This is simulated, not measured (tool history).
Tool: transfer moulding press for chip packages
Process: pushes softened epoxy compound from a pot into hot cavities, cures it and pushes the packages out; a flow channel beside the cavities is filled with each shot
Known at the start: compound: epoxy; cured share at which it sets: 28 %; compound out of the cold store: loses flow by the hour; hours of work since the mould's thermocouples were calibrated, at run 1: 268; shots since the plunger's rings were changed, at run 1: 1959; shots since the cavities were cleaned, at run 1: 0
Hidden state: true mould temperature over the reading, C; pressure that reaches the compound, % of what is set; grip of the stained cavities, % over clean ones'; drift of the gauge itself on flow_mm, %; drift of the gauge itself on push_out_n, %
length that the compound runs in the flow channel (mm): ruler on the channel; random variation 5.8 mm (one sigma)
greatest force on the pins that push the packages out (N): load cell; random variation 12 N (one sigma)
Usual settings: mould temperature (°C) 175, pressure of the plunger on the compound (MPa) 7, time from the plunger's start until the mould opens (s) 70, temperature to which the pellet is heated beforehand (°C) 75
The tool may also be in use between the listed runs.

run,hour,mould temperature (°C),pressure of the plunger on the compound (MPa),time from the plunger's start until the mould opens (s),temperature to which the pellet is heated beforehand (°C),hours of work since the mould's thermocouples were calibrated,shots since the plunger's rings were changed,shots since the cavities were cleaned,incoming compound's hours out of the cold store,length that the compound runs in the flow channel (mm),greatest force on the pins that push the packages out (N)
1,0,175,7,70,75,268,1959,0,14.3,884,616
# hour 65.5: cavities cleaned with cleaning compound and waxed
2,65.5,175,7,70,75,314,2950,0,30.3,789,1056
# hour 82.8: plunger's sealing rings changed
3,126.4,175,7,70,75,356,675,904,27.2,840,1004
# hour 136.2: cavities cleaned with cleaning compound and waxed
4,165.9,175,7,70,75,383,1264,460,44.9,772,736
# hour 204.9: cavities cleaned with cleaning compound and waxed
5,241.1,175,7.59,70,75,436,2406,561,12.4,938,836
# hour 270.2: cavities cleaned with cleaning compound and waxed
6,282.9,175,7.59,70,75,465,3030,196,45.3,784,655
# hour 294.9: plunger's sealing rings changed
# hour 339: cavities cleaned with cleaning compound and waxed
7,373.1,175,7.59,70,75,528,1187,527,30.8,847,737
# hour 403.3: cavities cleaned with cleaning compound and waxed
8,422.4,175,7.59,70,75,562,1928,296,42.2,802,669
# hour 466.7: cavities cleaned with cleaning compound and waxed
# hour 482.8: mould's thermocouples calibrated
9,482.8,175,7,70,75,0,2810,220,8.2,916,758
# hour 506.9: plunger's sealing rings changed
# hour 534.6: cavities cleaned with cleaning compound and waxed
10,544.2,175,7,56,75,41,556,150,34.3,815,1230
# hour 562.7: cavities cleaned with cleaning compound and waxed, once more
11,597.1,175,7,70,75,78,1351,533,23.5,857,845
# hour 629.3: cavities cleaned with cleaning compound and waxed
12,640.2,175,8.33,70,75,108,1995,168,41.1,836,647
13,677.3,175,7,70,75,135,2570,743,42.9,750,818
# hour 693.2: cavities cleaned with cleaning compound and waxed
# hour 720.5: plunger's sealing rings changed
14,754.6,168,6.22,70,75,188,527,912,21.1,835,1452
# hour 760.4: cavities cleaned with cleaning compound and waxed
15,804.6,168,6.22,70,75,223,1280,686,25.3,805,1387
# hour 825.7: cavities cleaned with cleaning compound and waxed
16,862.5,169,8.14,83,84,263,2153,571,14,968,768
# hour 889.3: cavities cleaned with cleaning compound and waxed
17,926,169,8.14,83,84,308,3113,570,46.7,807,719
# hour 934.9: plunger's sealing rings changed
# hour 956.4: cavities cleaned with cleaning compound and waxed
18,992.6,181,7.82,83,80,353,871,561,23.4,896,439
# hour 1019.9: cavities cleaned with cleaning compound and waxed
19,1053.6,170,7,70,75,396,1793,522,15.6,890,1177
# hour 1090.2: cavities cleaned with cleaning compound and waxed
20,1129.1,169,8.43,51,78,449,2938,603,27.2,913,2133
# hour 1148.2: plunger's sealing rings changed
# hour 1157.8: cavities cleaned with cleaning compound and waxed
21,1178.1,169,6.05,51,65,482,439,314,34,771,1995
# hour 1221.4: cavities cleaned with cleaning compound and waxed
22,1265,169,6.05,51,65,543,1762,676,43.4,723,2187
# hour 1291.5: cavities cleaned with cleaning compound and waxed
23,1324.8,171,6.05,93,68,585,2665,516,37.3,722,522
# hour 1354.3: mould's thermocouples calibrated
# hour 1365.3: plunger's sealing rings changed
# hour 1366.8: cavities cleaned with cleaning compound and waxed
24,1392,171,6.05,93,68,24,390,390,39.1,750,556
# hour 1429.7: cavities cleaned with cleaning compound and waxed
25,1473.5,171,6.05,93,68,82,1629,677,40.1,724,577

4 ways to go on from here, each from the tool as it stands after run 25. What would each give?
# hour 1495.7: cavities cleaned with cleaning compound and waxed
A,1530.7,175,7.24,70,75,122,2492,542,18.7,?,?
# hour 1495.7: cavities cleaned with cleaning compound and waxed
B,1530.7,172,8.47,93,68,122,2492,542,11.3,?,?
# hour 1495.7: cavities cleaned with cleaning compound and waxed
C,1530.7,170,8.19,70,75,122,2492,542,32.9,?,?
# hour 1495.7: cavities cleaned with cleaning compound and waxed
D,1530.7,175,5.84,70,75,122,2492,542,19.8,?,?

run,length that the compound runs in the flow channel (mm),greatest force on the pins that push the packages out (N)
A,865,856
B,997,564
C,885,1166
D,784,853
Without the tool's hidden state the same runs would have given:
run,length that the compound runs in the flow channel (mm),greatest force on the pins that push the packages out (N)
A,892,605
B,1028,400
C,912,831
D,808,604
